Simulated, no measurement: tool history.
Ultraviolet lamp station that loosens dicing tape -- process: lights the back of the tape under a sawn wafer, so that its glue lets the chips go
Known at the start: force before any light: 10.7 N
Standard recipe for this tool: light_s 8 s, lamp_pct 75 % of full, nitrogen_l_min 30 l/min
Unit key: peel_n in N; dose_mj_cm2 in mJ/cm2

{"run": 1, "hour": 0.0, "light_s": 8, "lamp_pct": 75, "nitrogen_l_min": 30, "peel_n": 0.469, "dose_mj_cm2": 513}
{"run": 2, "hour": 16.4, "light_s": 8, "lamp_pct": 75, "nitrogen_l_min": 30, "peel_n": 0.457, "dose_mj_cm2": 518}
{"run": 3, "hour": 26.0, "light_s": 8, "lamp_pct": 75, "nitrogen_l_min": 30, "peel_n": 0.457, "dose_mj_cm2": 515}
{"run": 4, "hour": 44.6, "light_s": 8, "lamp_pct": 75, "nitrogen_l_min": 30, "peel_n": 0.468, "dose_mj_cm2": 511}
{"run": 5, "hour": 56.2, "light_s": 8, "lamp_pct": 75, "nitrogen_l_min": 30, "peel_n": 0.455, "dose_mj_cm2": 509}
{"run": 6, "hour": 69.8, "light_s": 8, "lamp_pct": 78, "nitrogen_l_min": 30, "peel_n": 0.425, "dose_mj_cm2": 537}
{"run": 7, "hour": 85.1, "light_s": 8, "lamp_pct": 78, "nitrogen_l_min": 30, "peel_n": 0.448, "dose_mj_cm2": 525}
{"run": 8, "hour": 101.8, "light_s": 4, "lamp_pct": 75, "nitrogen_l_min": 30, "peel_n": 1.768, "dose_mj_cm2": 259}
{"run": 9, "hour": 120.9, "light_s": 8, "lamp_pct": 75, "nitrogen_l_min": 30, "peel_n": 0.475, "dose_mj_cm2": 513}
{"run": 10, "hour": 144.0, "light_s": 8, "lamp_pct": 75, "nitrogen_l_min": 30, "peel_n": 0.468, "dose_mj_cm2": 516}
{"run": 11, "hour": 160.5, "light_s": 7, "lamp_pct": 75, "nitrogen_l_min": 30, "peel_n": 0.599, "dose_mj_cm2": 448}
{"run": 12, "hour": 178.2, "light_s": 7, "lamp_pct": 75, "nitrogen_l_min": 30, "peel_n": 0.592, "dose_mj_cm2": 452}
{"run": 13, "hour": 190.7, "light_s": 8, "lamp_pct": 75, "nitrogen_l_min": 22, "peel_n": 0.55, "dose_mj_cm2": 516}
{"run": 14, "hour": 209.1, "light_s": 8, "lamp_pct": 75, "nitrogen_l_min": 22, "peel_n": 0.537, "dose_mj_cm2": 515}
{"run": 15, "hour": 226.7, "light_s": 8, "lamp_pct": 75, "nitrogen_l_min": 22, "peel_n": 0.543, "dose_mj_cm2": 517}
{"run": 16, "hour": 244.7, "light_s": 8, "lamp_pct": 75, "nitrogen_l_min": 22, "peel_n": 0.538, "dose_mj_cm2": 513}
{"run": 17, "hour": 260.1, "light_s": 8, "lamp_pct": 75, "nitrogen_l_min": 30, "peel_n": 0.446, "dose_mj_cm2": 514}
{"run": 18, "hour": 273.2, "light_s": 8, "lamp_pct": 75, "nitrogen_l_min": 13, "peel_n": 0.768, "dose_mj_cm2": 511}
{"run": 19, "hour": 290.2, "light_s": 8, "lamp_pct": 75, "nitrogen_l_min": 30, "peel_n": 0.469, "dose_mj_cm2": 513}
{"run": 20, "hour": 311.3, "light_s": 8, "lamp_pct": 75, "nitrogen_l_min": 30, "peel_n": 0.451, "dose_mj_cm2": 513}
{"run": 21, "hour": 332.1, "light_s": 8, "lamp_pct": 75, "nitrogen_l_min": 30, "peel_n": 0.475, "dose_mj_cm2": 510}
{"run": 22, "hour": 343.5, "light_s": 8, "lamp_pct": 75, "nitrogen_l_min": 30, "peel_n": 0.477, "dose_mj_cm2": 511}
{"run": 23, "hour": 361.1, "light_s": 5, "lamp_pct": 75, "nitrogen_l_min": 30, "peel_n": 1.165, "dose_mj_cm2": 321}
{"run": 24, "hour": 371.9, "light_s": 6, "lamp_pct": 87, "nitrogen_l_min": 30, "peel_n": 0.597, "dose_mj_cm2": 448}
{"run": 25, "hour": 389.1, "light_s": 6, "lamp_pct": 87, "nitrogen_l_min": 30, "peel_n": 0.607, "dose_mj_cm2": 446}
{"run": 26, "hour": 411.6, "light_s": 4, "lamp_pct": 61, "nitrogen_l_min": 30, "peel_n": 2.362, "dose_mj_cm2": 211}
{"run": 27, "hour": 433.9, "light_s": 8, "lamp_pct": 82, "nitrogen_l_min": 30, "peel_n": 0.392, "dose_mj_cm2": 556}
{"run": 28, "hour": 450.8, "light_s": 5, "lamp_pct": 80, "nitrogen_l_min": 14, "peel_n": 1.482, "dose_mj_cm2": 343}
{"run": 29, "hour": 473.7, "light_s": 8, "lamp_pct": 62, "nitrogen_l_min": 30, "peel_n": 0.687, "dose_mj_cm2": 427}
{"run": 30, "hour": 491.0, "light_s": 8, "lamp_pct": 62, "nitrogen_l_min": 30, "peel_n": 0.665, "dose_mj_cm2": 423}
{"run": 31, "hour": 505.3, "light_s": 5, "lamp_pct": 90, "nitrogen_l_min": 13, "peel_n": 1.286, "dose_mj_cm2": 388}
{"run": 32, "hour": 516.2, "light_s": 8, "lamp_pct": 62, "nitrogen_l_min": 30, "peel_n": 0.692, "dose_mj_cm2": 421}
{"run": 33, "hour": 539.1, "light_s": 5, "lamp_pct": 72, "nitrogen_l_min": 42, "peel_n": 1.041, "dose_mj_cm2": 308}
{"run": 34, "hour": 551.8, "light_s": 14, "lamp_pct": 62, "nitrogen_l_min": 19, "peel_n": 0.335, "dose_mj_cm2": 745}
{"run": 35, "hour": 563.7, "light_s": 14, "lamp_pct": 62, "nitrogen_l_min": 19, "peel_n": 0.328, "dose_mj_cm2": 739}
{"run": 36, "hour": 585.6, "light_s": 7, "lamp_pct": 72, "nitrogen_l_min": 51, "peel_n": 0.498, "dose_mj_cm2": 430}
{"run": 37, "hour": 600.1, "light_s": 10, "lamp_pct": 90, "nitrogen_l_min": 18, "peel_n": 0.31, "dose_mj_cm2": 767}
{"run": 38, "hour": 612.2, "light_s": 7, "lamp_pct": 87, "nitrogen_l_min": 15, "peel_n": 0.669, "dose_mj_cm2": 516}
{"run": 39, "hour": 631.4, "light_s": 5, "lamp_pct": 74, "nitrogen_l_min": 30, "peel_n": 1.199, "dose_mj_cm2": 318}
{"run": 40, "hour": 652.6, "light_s": 5, "lamp_pct": 74, "nitrogen_l_min": 30, "peel_n": 1.217, "dose_mj_cm2": 316}
{"run": 41, "hour": 669.0, "light_s": 11, "lamp_pct": 88, "nitrogen_l_min": 45, "peel_n": 0.262, "dose_mj_cm2": 832}
{"run": 42, "hour": 679.3, "light_s": 5, "lamp_pct": 73, "nitrogen_l_min": 24, "peel_n": 1.37, "dose_mj_cm2": 309}
{"run": 43, "hour": 691.4, "light_s": 14, "lamp_pct": 62, "nitrogen_l_min": 10, "peel_n": 0.426, "dose_mj_cm2": 747}

Forecast each of these 3 alternatives for the next run:
{"run": "A", "hour": 712.5, "light_s": 14, "lamp_pct": 62, "nitrogen_l_min": 20, "peel_n": "?", "dose_mj_cm2": "?"}
{"run": "B", "hour": 712.5, "light_s": 4, "lamp_pct": 94, "nitrogen_l_min": 10, "peel_n": "?", "dose_mj_cm2": "?"}
{"run": "C", "hour": 712.5, "light_s": 8, "lamp_pct": 69, "nitrogen_l_min": 29, "peel_n": "?", "dose_mj_cm2": "?"}

run=A peel_n=0.317 dose_mj_cm2=738
run=B peel_n=2.041 dose_mj_cm2=319
run=C peel_n=0.562 dose_mj_cm2=471
Stripped of hidden state, with their random variation kept, the same runs would have yielded:
run=A peel_n=0.315 dose_mj_cm2=742
run=B peel_n=2.023 dose_mj_cm2=321
run=C peel_n=0.556 dose_mj_cm2=473
